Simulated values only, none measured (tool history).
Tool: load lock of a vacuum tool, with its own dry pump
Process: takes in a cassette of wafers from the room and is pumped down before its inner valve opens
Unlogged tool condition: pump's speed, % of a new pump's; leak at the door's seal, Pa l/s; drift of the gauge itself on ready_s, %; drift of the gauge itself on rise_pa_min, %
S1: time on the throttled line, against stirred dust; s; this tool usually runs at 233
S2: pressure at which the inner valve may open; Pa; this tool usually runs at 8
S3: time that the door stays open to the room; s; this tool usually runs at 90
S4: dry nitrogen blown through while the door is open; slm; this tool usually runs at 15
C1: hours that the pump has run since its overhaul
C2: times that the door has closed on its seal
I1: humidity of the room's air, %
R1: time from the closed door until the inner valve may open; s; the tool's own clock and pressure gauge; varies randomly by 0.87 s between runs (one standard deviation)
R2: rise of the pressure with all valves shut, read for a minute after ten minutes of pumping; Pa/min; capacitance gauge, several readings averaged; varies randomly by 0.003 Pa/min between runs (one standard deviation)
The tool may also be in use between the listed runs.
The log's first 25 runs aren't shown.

run     hour   S1  S2   S3  S4     C1     C2    I1     R1     R2
 26   6996.1  233   6   54  15  19211  25498  42.9  322.5  0.024
 27   7169.1  233   6   54  15  19384  26135  42.1  323.8  0.024
 28   7580.1  265  10   77   7  19795  27650  42.7  345.7  0.039
 29   7868.1  265  10   77   7  20083  28711  47.8  344.3  0.042
 30   8055.4  233   8  211  26  20270  29401  46.0  319.0  0.032
 31   8420.0  233   8  211  26  20635  30745  48.5  318.2  0.027
 32   8748.7  233   8  211  26  20963  31956  45.4  318.0  0.030
 33   9041.8  233   8  211  26  21256  33037  46.7  319.4  0.029
 34   9287.1  233   8   90  24  21502  33941  43.9  318.4  0.027
 35   9614.4  155  11   92   9  21829  35147  46.5  245.8  0.042
 36   9875.9  242   7   43   9  22090  36110  45.9  329.1  0.030
 37  10086.4  242   7   43   9  22301  36886  42.7  328.9  0.025
 38  10464.1  242   7   43   9  22679  38278  48.0  329.7  0.028

Forecast each of these 3 alternatives for the next run:
  A  10635.4  240   8  67   5  22850  38909  41.8   ?   ?
  B  10635.4  233   8  38   7  22850  38909  46.0   ?   ?
  C  10635.4  373  10  90   6  22850  38909  44.5   ?   ?

run     R1     R2
  A  325.4  0.043
  B  317.3  0.032
  C  442.4  0.046
Take away the tool's hidden state, keep each run's random variation, and the runs would have read:
run     R1     R2
  A  325.4  0.043
  B  317.3  0.031
  C  442.3  0.045

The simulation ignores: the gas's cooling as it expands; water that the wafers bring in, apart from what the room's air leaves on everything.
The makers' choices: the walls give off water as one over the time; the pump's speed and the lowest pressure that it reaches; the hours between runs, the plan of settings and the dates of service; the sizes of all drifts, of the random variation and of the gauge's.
